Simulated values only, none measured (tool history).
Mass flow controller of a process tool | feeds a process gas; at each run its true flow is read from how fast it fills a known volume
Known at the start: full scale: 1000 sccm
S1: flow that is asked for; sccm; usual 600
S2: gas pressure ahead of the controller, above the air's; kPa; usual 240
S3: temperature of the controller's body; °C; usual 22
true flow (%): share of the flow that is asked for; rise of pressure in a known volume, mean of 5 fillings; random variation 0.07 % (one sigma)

{"run": 1, "hour": 0.0, "S1": 600, "S2": 240, "S3": 22, "true flow (%)": 99.13}
{"run": 2, "hour": 175.8, "S1": 600, "S2": 240, "S3": 22, "true flow (%)": 99.19}
{"run": 3, "hour": 572.5, "S1": 600, "S2": 240, "S3": 22, "true flow (%)": 99.05}
{"run": 4, "hour": 932.9, "S1": 600, "S2": 240, "S3": 22, "true flow (%)": 98.91}
{"run": 5, "hour": 1195.1, "S1": 600, "S2": 223, "S3": 22, "true flow (%)": 98.92}
{"run": 6, "hour": 1434.5, "S1": 278, "S2": 223, "S3": 22, "true flow (%)": 98.21}
{"run": 7, "hour": 1652.0, "S1": 278, "S2": 223, "S3": 22, "true flow (%)": 98.3}
{"run": 8, "hour": 2013.6, "S1": 222, "S2": 223, "S3": 22, "true flow (%)": 98.02}
{"run": 9, "hour": 2237.7, "S1": 222, "S2": 223, "S3": 22, "true flow (%)": 98.1}
{"run": 10, "hour": 2648.0, "S1": 600, "S2": 240, "S3": 29, "true flow (%)": 97.89}
{"run": 11, "hour": 2865.1, "S1": 600, "S2": 240, "S3": 29, "true flow (%)": 97.92}
{"run": 12, "hour": 3240.1, "S1": 600, "S2": 240, "S3": 29, "true flow (%)": 97.79}
{"run": 13, "hour": 3618.2, "S1": 600, "S2": 240, "S3": 29, "true flow (%)": 97.58}
{"run": 14, "hour": 3934.9, "S1": 600, "S2": 240, "S3": 22, "true flow (%)": 98.01}

Forecast run 15:
{"run": 15, "hour": 4112.4, "S1": 600, "S2": 240, "S3": 22, "true flow (%)": "?"}

true flow (%): 97.9
Without the tool's hidden state the same run would have given true flow (%) 99.16.

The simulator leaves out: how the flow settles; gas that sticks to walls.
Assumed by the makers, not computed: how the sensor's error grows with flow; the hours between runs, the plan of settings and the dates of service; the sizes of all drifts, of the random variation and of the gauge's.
